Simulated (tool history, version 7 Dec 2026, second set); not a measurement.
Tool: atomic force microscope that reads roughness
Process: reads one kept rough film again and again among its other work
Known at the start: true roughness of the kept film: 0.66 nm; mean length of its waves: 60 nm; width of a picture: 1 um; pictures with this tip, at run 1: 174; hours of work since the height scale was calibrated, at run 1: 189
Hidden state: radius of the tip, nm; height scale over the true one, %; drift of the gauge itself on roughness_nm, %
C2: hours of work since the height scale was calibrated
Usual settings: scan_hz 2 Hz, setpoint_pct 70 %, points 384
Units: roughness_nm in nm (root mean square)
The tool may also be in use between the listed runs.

run 1 hour=0 | scan_hz=2 setpoint_pct=70 points=384 | pictures_with_this_tip=174 C2=189 | roughness_nm=0.5873
run 2 hour=10.5 | scan_hz=2 setpoint_pct=73 points=384 | pictures_with_this_tip=193 C2=195 | roughness_nm=0.5753
run 3 hour=21.3 | scan_hz=2 setpoint_pct=65 points=384 | pictures_with_this_tip=213 C2=201 | roughness_nm=0.6009
-- hour=24.5 new tip fitted
run 4 hour=32.2 | scan_hz=2 setpoint_pct=65 points=384 | pictures_with_this_tip=13 C2=207 | roughness_nm=0.6045
run 5 hour=39.7 | scan_hz=2 setpoint_pct=65 points=384 | pictures_with_this_tip=27 C2=211 | roughness_nm=0.6035
run 6 hour=45 | scan_hz=2 setpoint_pct=70 points=384 | pictures_with_this_tip=37 C2=214 | roughness_nm=0.588
run 7 hour=56 | scan_hz=2 setpoint_pct=70 points=384 | pictures_with_this_tip=57 C2=220 | roughness_nm=0.5882
run 8 hour=61.3 | scan_hz=2 setpoint_pct=70 points=384 | pictures_with_this_tip=66 C2=223 | roughness_nm=0.5878
run 9 hour=68 | scan_hz=2 setpoint_pct=78 points=384 | pictures_with_this_tip=78 C2=227 | roughness_nm=0.5578
-- hour=70 height scale calibrated on a step standard
run 10 hour=74.6 | scan_hz=2 setpoint_pct=78 points=384 | pictures_with_this_tip=89 C2=3 | roughness_nm=0.557
run 11 hour=84.9 | scan_hz=2 setpoint_pct=78 points=384 | pictures_with_this_tip=107 C2=8 | roughness_nm=0.556
run 12 hour=90.2 | scan_hz=2 setpoint_pct=78 points=384 | pictures_with_this_tip=117 C2=11 | roughness_nm=0.5571
run 13 hour=99.8 | scan_hz=2 setpoint_pct=78 points=384 | pictures_with_this_tip=134 C2=17 | roughness_nm=0.5554
-- hour=102.1 height scale calibrated on a step standard, once more
run 14 hour=108.3 | scan_hz=2 setpoint_pct=78 points=384 | pictures_with_this_tip=148 C2=3 | roughness_nm=0.5582
run 15 hour=114.2 | scan_hz=2 setpoint_pct=78 points=384 | pictures_with_this_tip=159 C2=7 | roughness_nm=0.5564
run 16 hour=125.3 | scan_hz=2 setpoint_pct=85 points=928 | pictures_with_this_tip=179 C2=13 | roughness_nm=0.526
run 17 hour=130.2 | scan_hz=2 setpoint_pct=58 points=384 | pictures_with_this_tip=188 C2=16 | roughness_nm=0.6202
run 18 hour=138 | scan_hz=2 setpoint_pct=80 points=405 | pictures_with_this_tip=202 C2=20 | roughness_nm=0.5498
run 19 hour=142.9 | scan_hz=0.74 setpoint_pct=80 points=355 | pictures_with_this_tip=211 C2=23 | roughness_nm=0.6083

4 ways to go on from here, each from the tool as it stands after run 19. What would each give?
-- hour=147.2 new tip fitted
run A hour=148.7 | scan_hz=1.72 setpoint_pct=70 points=384 | pictures_with_this_tip=2 C2=26 | roughness_nm=?
-- hour=147.2 new tip fitted
run B hour=148.7 | scan_hz=3.19 setpoint_pct=70 points=384 | pictures_with_this_tip=2 C2=26 | roughness_nm=?
-- hour=147.2 new tip fitted
run C hour=148.7 | scan_hz=0.52 setpoint_pct=80 points=355 | pictures_with_this_tip=2 C2=26 | roughness_nm=?
-- hour=147.2 new tip fitted
run D hour=148.7 | scan_hz=0.74 setpoint_pct=86 points=295 | pictures_with_this_tip=2 C2=26 | roughness_nm=?

run=A roughness_nm=0.5985
run=B roughness_nm=0.5563
run=C roughness_nm=0.6252
run=D roughness_nm=0.599
Without the tool's hidden state the same runs would have given:
run=A roughness_nm=0.5996
run=B roughness_nm=0.5574
run=C roughness_nm=0.6264
run=D roughness_nm=0.6002
